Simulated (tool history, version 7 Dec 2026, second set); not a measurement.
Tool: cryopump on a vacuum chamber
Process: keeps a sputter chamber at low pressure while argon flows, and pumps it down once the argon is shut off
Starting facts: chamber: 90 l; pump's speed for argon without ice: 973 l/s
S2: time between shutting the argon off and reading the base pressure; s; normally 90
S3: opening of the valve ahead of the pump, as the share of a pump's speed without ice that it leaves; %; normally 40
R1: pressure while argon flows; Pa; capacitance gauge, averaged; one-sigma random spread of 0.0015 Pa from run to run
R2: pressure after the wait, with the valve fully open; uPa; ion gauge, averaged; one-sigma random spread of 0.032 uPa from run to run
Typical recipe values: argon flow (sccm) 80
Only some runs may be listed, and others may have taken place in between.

{"run": 1, "day": 0.0, "argon flow (sccm)": 80, "S2": 90, "S3": 40, "R1": 0.3937, "R2": 5.82}
{"run": 2, "day": 1.333, "argon flow (sccm)": 80, "S2": 90, "S3": 17, "R1": 0.863, "R2": 5.92}
{"run": 3, "day": 2.729, "argon flow (sccm)": 80, "S2": 90, "S3": 33, "R1": 0.4677, "R2": 6.13}
{"run": 4, "day": 3.333, "argon flow (sccm)": 80, "S2": 90, "S3": 33, "R1": 0.4733, "R2": 6.04}
{"run": 5, "day": 4.162, "argon flow (sccm)": 80, "S2": 90, "S3": 40, "R1": 0.4014, "R2": 6.36}
{"run": 6, "day": 5.067, "argon flow (sccm)": 80, "S2": 90, "S3": 40, "R1": 0.4015, "R2": 6.15}
{"run": 7, "day": 5.958, "argon flow (sccm)": 151, "S2": 26, "S3": 54, "R1": 0.5905, "R2": 9.76}
{"run": 8, "day": 7.142, "argon flow (sccm)": 80, "S2": 49, "S3": 15, "R1": 0.9867, "R2": 7.86}
{"run": 9, "day": 8.358, "argon flow (sccm)": 80, "S2": 49, "S3": 15, "R1": 0.987, "R2": 7.6}
{"run": 10, "day": 9.712, "argon flow (sccm)": 132, "S2": 290, "S3": 40, "R1": 0.6753, "R2": 5.91}
{"day": 10.35, "done": "leaking fittings of the chamber tightened, without venting"}
{"run": 11, "day": 10.925, "argon flow (sccm)": 132, "S2": 47, "S3": 40, "R1": 0.6805, "R2": 3.22}
{"run": 12, "day": 11.521, "argon flow (sccm)": 132, "S2": 47, "S3": 40, "R1": 0.6872, "R2": 3.16}

Hidden state or all else? Some run-to-run changes of R1, split into what the settings, what came in and random variation would give without the hidden state, and what is left for the hidden state (with any gauge scatter that isn't in both results):
Unlogged tool condition in this case: pump's speed, % of a pump's without ice; cold plate's temperature, K; leak into the chamber, uPa l/s; drift of the gauge itself on working_pa, %; drift of the gauge itself on base_upa, %.
Run 1 -> 2: S3 40 -> 17. R1 +0.4693 Pa: hidden state +0.0023, all else +0.467.
Run 6 -> 7: argon flow (sccm) 80 -> 151, S2 90 -> 26, S3 40 -> 54. R1 +0.189 Pa: hidden state +0.0512, all else +0.1378.
